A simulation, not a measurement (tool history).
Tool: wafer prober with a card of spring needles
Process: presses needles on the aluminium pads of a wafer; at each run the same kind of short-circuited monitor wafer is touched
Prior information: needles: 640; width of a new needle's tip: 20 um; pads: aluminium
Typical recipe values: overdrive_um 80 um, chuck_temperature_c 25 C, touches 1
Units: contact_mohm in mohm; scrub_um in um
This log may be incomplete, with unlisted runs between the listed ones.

Run 1, hour 0: usual settings. Result: contact_mohm 239 mohm, scrub_um 20.91 um.
At hour 1.5: tips cleaned on abrasive film.
Run 2, hour 6.3: usual settings. Result: contact_mohm 238 mohm, scrub_um 20.78 um.
At hour 7.1: tips cleaned on abrasive film.
At hour 12.6: tips cleaned on abrasive film.
Run 3, hour 15.2: usual settings. Result: contact_mohm 217 mohm, scrub_um 20.83 um.
At hour 18.5: tips cleaned on abrasive film.
Run 4, hour 22.2: usual settings. Result: contact_mohm 229 mohm, scrub_um 20.84 um.
At hour 23.9: tips cleaned on abrasive film.
At hour 29.4: tips cleaned on abrasive film.
Run 5, hour 32: usual settings. Result: contact_mohm 221 mohm, scrub_um 20.64 um.
At hour 34.7: tips cleaned on abrasive film.
Run 6, hour 38.5: usual settings. Result: contact_mohm 232 mohm, scrub_um 20.74 um.
At hour 40.1: tips cleaned on abrasive film.
Run 7, hour 42.7: usual settings. Result: contact_mohm 220 mohm, scrub_um 20.56 um.
At hour 45.6: tips cleaned on abrasive film.
Run 8, hour 50.7: usual settings. Result: contact_mohm 245 mohm, scrub_um 20.67 um.
At hour 51.3: tips cleaned on abrasive film.
At hour 56.9: tips cleaned on abrasive film.
Run 9, hour 57.4: usual settings but chuck_temperature_c 71 C. Result: contact_mohm 213 mohm, scrub_um 20.71 um.
At hour 62.6: tips cleaned on abrasive film.
Run 10, hour 65.1: usual settings. Result: contact_mohm 222 mohm, scrub_um 20.74 um.
At hour 68.1: tips cleaned on abrasive film.
Run 11, hour 70.4: usual settings. Result: contact_mohm 223 mohm, scrub_um 20.63 um.
At hour 73.7: tips cleaned on abrasive film.
At hour 79.6: tips cleaned on abrasive film.
Run 12, hour 79.7: usual settings. Result: contact_mohm 197 mohm, scrub_um 20.61 um.
At hour 85.5: tips cleaned on abrasive film.
Run 13, hour 86.9: usual settings. Result: contact_mohm 215 mohm, scrub_um 20.55 um.
Run 14, hour 90.7: usual settings but chuck_temperature_c 33 C. Result: contact_mohm 249 mohm, scrub_um 20.5 um.
At hour 91.5: tips cleaned on abrasive film.
Run 15, hour 95.8: usual settings but chuck_temperature_c 33 C. Result: contact_mohm 240 mohm, scrub_um 20.59 um.
At hour 97.4: tips cleaned on abrasive film.
At hour 102.8: tips cleaned on abrasive film.
Run 16, hour 103.6: usual settings but chuck_temperature_c 33 C. Result: contact_mohm 210 mohm, scrub_um 20.55 um.
At hour 108.4: tips cleaned on abrasive film.
Run 17, hour 110.2: usual settings but chuck_temperature_c 33 C. Result: contact_mohm 224 mohm, scrub_um 20.5 um.
At hour 114: tips cleaned on abrasive film.
Run 18, hour 118.9: usual settings but overdrive_um 65 um, chuck_temperature_c 53 C. Result: contact_mohm 277 mohm, scrub_um 16.43 um.
At hour 119.7: tips cleaned on abrasive film.
Run 19, hour 123.4: usual settings but overdrive_um 65 um, chuck_temperature_c 53 C. Result: contact_mohm 267 mohm, scrub_um 16.48 um.
At hour 125.6: tips cleaned on abrasive film.
Run 20, hour 129.9: usual settings but overdrive_um 65 um, chuck_temperature_c 53 C. Result: contact_mohm 276 mohm, scrub_um 16.4 um.
At hour 131.3: tips cleaned on abrasive film.
Run 21, hour 136.2: usual settings but overdrive_um 83 um, chuck_temperature_c 53 C. Result: contact_mohm 246 mohm, scrub_um 21.18 um.
At hour 136.9: tips cleaned on abrasive film.
Run 22, hour 140.7: usual settings but overdrive_um 83 um, chuck_temperature_c 53 C. Result: contact_mohm 237 mohm, scrub_um 21.16 um.
At hour 142.9: tips cleaned on abrasive film.
Run 23, hour 145.2: usual settings but overdrive_um 83 um, chuck_temperature_c 53 C. Result: contact_mohm 224 mohm, scrub_um 21.13 um.
At hour 148.7: tips cleaned on abrasive film.
Run 24, hour 150.8: usual settings but overdrive_um 84 um, chuck_temperature_c 28 C. Result: contact_mohm 221 mohm, scrub_um 21.41 um.
At hour 154.2: tips cleaned on abrasive film.
At hour 159.5: tips cleaned on abrasive film.
Run 25, hour 160.3: usual settings but overdrive_um 84 um, chuck_temperature_c 28 C. Result: contact_mohm 209 mohm, scrub_um 21.33 um.
At hour 161.9: height of the first contact set anew.
At hour 165.7: tips cleaned on abrasive film.
Run 26, hour 170: usual settings but overdrive_um 74 um, chuck_temperature_c 58 C, touches 2. Result: contact_mohm 230 mohm, scrub_um 19.72 um.
At hour 171.5: tips cleaned on abrasive film.
Run 27, hour 175.9: usual settings but overdrive_um 71 um, chuck_temperature_c 58 C, touches 2. Result: contact_mohm 231 mohm, scrub_um 19.08 um.
At hour 177.4: tips cleaned on abrasive film.
Run 28, hour 181.2: usual settings but overdrive_um 71 um, chuck_temperature_c 58 C, touches 2. Result: contact_mohm 234 mohm, scrub_um 18.94 um.
At hour 183.4: tips cleaned on abrasive film.
At hour 188.8: tips cleaned on abrasive film.
Run 29, hour 190.7: usual settings but chuck_temperature_c 33 C. Result: contact_mohm 218 mohm, scrub_um 21.26 um.
At hour 194.5: tips cleaned on abrasive film.
Run 30, hour 197.6: usual settings but overdrive_um 63 um, chuck_temperature_c 33 C. Result: contact_mohm 251 mohm, scrub_um 16.71 um.
At hour 200.3: tips cleaned on abrasive film.
Run 31, hour 203.5: usual settings but overdrive_um 71 um, touches 2. Result: contact_mohm 223 mohm, scrub_um 18.86 um.

Hidden state or all else? Some run-to-run changes of contact_mohm, split into what the settings, what came in and random variation would give without the hidden state, and what is left for the hidden state (with any gauge scatter that isn't in both results):
Hidden conditions of the tool in this case: debris on the tips, nm; way that the needles fall short of the set height, um; tips' diameter, um; drift of the gauge itself on contact_mohm, %; drift of the gauge itself on scrub_um, %.
Run 8 -> 9: chuck_temperature_c 25 -> 71, tips cleaned on abrasive film, tips cleaned on abrasive film. contact_mohm -32 mohm: hidden state -45, all else +13.
Run 13 -> 14: chuck_temperature_c 25 -> 33. contact_mohm +34 mohm: hidden state +33, all else +1.
Run 17 -> 18: overdrive_um 80 -> 65, chuck_temperature_c 33 -> 53, tips cleaned on abrasive film. contact_mohm +53 mohm: hidden state +47, all else +6.
Run 29 -> 30: overdrive_um 80 -> 63, tips cleaned on abrasive film. contact_mohm +33 mohm: hidden state +31, all else +2.
